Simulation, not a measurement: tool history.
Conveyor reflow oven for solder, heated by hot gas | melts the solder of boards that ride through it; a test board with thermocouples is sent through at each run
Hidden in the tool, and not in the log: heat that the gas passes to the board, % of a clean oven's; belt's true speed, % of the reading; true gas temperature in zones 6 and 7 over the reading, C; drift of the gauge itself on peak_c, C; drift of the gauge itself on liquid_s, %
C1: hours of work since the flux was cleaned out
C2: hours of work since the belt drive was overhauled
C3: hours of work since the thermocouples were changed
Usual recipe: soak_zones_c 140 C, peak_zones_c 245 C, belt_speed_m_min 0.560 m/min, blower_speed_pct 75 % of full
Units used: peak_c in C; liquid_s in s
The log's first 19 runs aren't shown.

Run 20, hour 314.7: usual settings but soak_zones_c 128 C, peak_zones_c 260 C, belt_speed_m_min 0.509 m/min, blower_speed_pct 77 % of full; C1 185; C2 703; C3 521. Result: peak_c 250.2 C, liquid_s 90.6 s.
Run 21, hour 324.7: usual settings but soak_zones_c 137 C, peak_zones_c 240 C, belt_speed_m_min 0.577 m/min, blower_speed_pct 88 % of full; C1 192; C2 711; C3 528. Result: peak_c 231.0 C, liquid_s 74.1 s.
Run 22, hour 335.1: usual settings but belt_speed_m_min 0.559 m/min; C1 200; C2 718; C3 536. Result: peak_c 234.2 C, liquid_s 78.8 s.
Run 23, hour 351.0: usual settings but belt_speed_m_min 0.601 m/min; C1 212; C2 731; C3 549. Result: peak_c 232.3 C, liquid_s 71.8 s.
Run 24, hour 361.8: usual settings but belt_speed_m_min 0.601 m/min; C1 221; C2 739; C3 557. Result: peak_c 232.2 C, liquid_s 72.0 s.
Run 25, hour 371.9: usual settings but belt_speed_m_min 0.601 m/min; C1 228; C2 747; C3 565. Result: peak_c 232.2 C, liquid_s 71.8 s.
Run 26, hour 389.7: usual settings but soak_zones_c 143 C, peak_zones_c 235 C; C1 242; C2 760; C3 578. Result: peak_c 225.6 C, liquid_s 74.9 s.
Run 27, hour 399.0: usual settings but peak_zones_c 251 C, belt_speed_m_min 0.532 m/min, blower_speed_pct 53 % of full; C1 249; C2 767; C3 585. Result: peak_c 235.3 C, liquid_s 83.2 s.
At hour 409.2: belt drive overhauled, speed set with a stopwatch.
Run 28, hour 413.0: usual settings but soak_zones_c 148 C, belt_speed_m_min 0.541 m/min; C1 257; C2 3; C3 593. Result: peak_c 235.6 C, liquid_s 83.5 s.
Run 29, hour 423.6: usual settings but soak_zones_c 149 C, peak_zones_c 238 C, belt_speed_m_min 0.641 m/min, blower_speed_pct 70 % of full; C1 265; C2 11; C3 601. Result: peak_c 224.0 C, liquid_s 64.1 s.
Run 30, hour 443.0: usual settings but soak_zones_c 149 C, peak_zones_c 238 C, belt_speed_m_min 0.641 m/min, blower_speed_pct 60 % of full; C1 280; C2 26; C3 616. Result: peak_c 220.2 C, liquid_s 61.9 s.

Here are 3 independent what-if runs from the current tool condition. What would each one return?
Run A, hour 459.0: usual settings but soak_zones_c 154 C, blower_speed_pct 58 % of full; C1 292; C2 38; C3 628. Result: peak_c ?, liquid_s ?.
Run B, hour 459.0: usual settings but soak_zones_c 149 C, peak_zones_c 238 C, belt_speed_m_min 0.641 m/min, blower_speed_pct 55 % of full; C1 292; C2 38; C3 628. Result: peak_c ?, liquid_s ?.
Run C, hour 459.0: usual settings but soak_zones_c 130 C; C1 292; C2 38; C3 628. Result: peak_c ?, liquid_s ?.

run  peak_c  liquid_s
  A   231.2      81.4
  B   218.8      60.8
  C   232.4      72.4
Take away the tool's hidden state, keep each run's random variation, and the runs would have read:
run  peak_c  liquid_s
  A   230.2      80.8
  B   218.1      60.4
  C   231.7      72.1
